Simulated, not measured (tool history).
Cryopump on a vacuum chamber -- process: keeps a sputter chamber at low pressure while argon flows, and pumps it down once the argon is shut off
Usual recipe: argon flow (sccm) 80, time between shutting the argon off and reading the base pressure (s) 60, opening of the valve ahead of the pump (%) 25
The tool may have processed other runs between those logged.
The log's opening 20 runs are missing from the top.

run     day  argon flow (sccm)  time between shutting the argon off and reading the base pressure (s)  opening of the valve ahead of the pump (%)  hours of work since the pump was warmed up and emptied  hours of work since the cold head was overhauled  hours of work since the chamber's fittings were tightened  pressure while argon flows (Pa)  pressure after the wait (uPa)
 21  22.708                140                                                                    167                                          25                                                     876                                               876                                                       1125                           0.5812                           1.54
 22  23.975                 33                                                                     75                                          25                                                     891                                               891                                                       1140                           0.1376                           2.06
 23  24.938                 96                                                                     24                                          52                                                     903                                               903                                                       1152                           0.2082                           4.11
 24  26.004                 91                                                                     54                                          39                                                     916                                               916                                                       1165                           0.2555                           2.45
 25  27.204                 98                                                                     96                                          34                                                     931                                               931                                                       1180                           0.3102                           1.88
     28.129  -- pump warmed up, emptied and cooled again
 26  28.892                 70                                                                    130                                          39                                                       9                                               950                                                       1199                           0.1730                           1.43
 27  29.904                 80                                                                     60                                          40                                                      22                                               962                                                       1211                           0.1953                           2.07
 28  30.758                 80                                                                     60                                          40                                                      33                                               973                                                       1222                           0.1931                           2.05
 29  32.071                139                                                                     24                                          26                                                      49                                               989                                                       1238                           0.5103                           3.75
 30  33.675                139                                                                     67                                          43                                                      69                                              1009                                                       1258                           0.3164                           2.04

Estimate the outcome of run 31 from the log above:
 31  35.188                124                                                                    154                                          32                                                      87                                              1027                                                       1276                                ?                              ?

{"run 31": {"pressure while argon flows (Pa)": 0.3773, "pressure after the wait (uPa)": 1.44}}
The same run, on a tool lacking any hidden state, would have yielded pressure while argon flows (Pa) 0.3718, pressure after the wait (uPa) 0.64.

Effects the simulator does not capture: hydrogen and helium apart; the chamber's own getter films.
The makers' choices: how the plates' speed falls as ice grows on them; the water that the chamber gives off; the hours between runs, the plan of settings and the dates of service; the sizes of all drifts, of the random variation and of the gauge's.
